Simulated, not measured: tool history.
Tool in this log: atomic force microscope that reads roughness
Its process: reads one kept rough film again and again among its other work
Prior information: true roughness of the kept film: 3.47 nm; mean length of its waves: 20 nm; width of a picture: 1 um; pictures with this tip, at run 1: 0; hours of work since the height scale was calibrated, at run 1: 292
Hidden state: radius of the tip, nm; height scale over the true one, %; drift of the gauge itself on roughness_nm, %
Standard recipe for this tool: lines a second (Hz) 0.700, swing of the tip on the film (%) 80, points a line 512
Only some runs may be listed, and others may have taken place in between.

run,hour,lines a second (Hz),swing of the tip on the film (%),points a line,pictures with this tip,hours of work since the height scale was calibrated,roughness of the kept film (nm (root mean square))
1,0.0,0.700,80,512,0,292,2.848
2,16.6,0.700,80,386,25,302,2.775
3,40.5,0.700,80,386,62,316,2.651
4,50.9,2.645,80,512,78,322,2.439
5,64.4,2.645,80,512,99,330,2.400
# hour 67.7: height scale calibrated on a step standard
6,79.0,2.645,80,512,120,7,2.348
7,96.5,2.645,80,512,147,17,2.296
# hour 102.9: new tip fitted
8,108.3,2.645,80,512,8,24,2.590
9,130.3,0.592,78,597,42,37,2.747
10,154.4,0.592,78,597,79,51,2.694
11,174.8,0.592,78,597,111,63,2.584
12,187.8,1.441,75,597,131,71,2.488

Here are 5 independent what-if runs from the current tool condition. What would each one return?
# hour 200.5: height scale calibrated on a step standard, once more
A,200.5,0.594,75,609,149,0,?
# hour 200.5: height scale calibrated on a step standard, once more
B,200.5,1.650,80,512,149,0,?
# hour 200.5: height scale calibrated on a step standard, once more
C,200.5,1.441,72,597,149,0,?
# hour 200.5: height scale calibrated on a step standard, once more
D,200.5,0.700,86,583,149,0,?
# hour 200.5: height scale calibrated on a step standard, once more
E,200.5,1.385,85,609,149,0,?

run,roughness of the kept film (nm (root mean square))
A,2.483
B,2.371
C,2.450
D,2.436
E,2.378
Had the tool no hidden state, the same runs would have come out as:
run,roughness of the kept film (nm (root mean square))
A,2.867
B,2.735
C,2.828
D,2.812
E,2.745
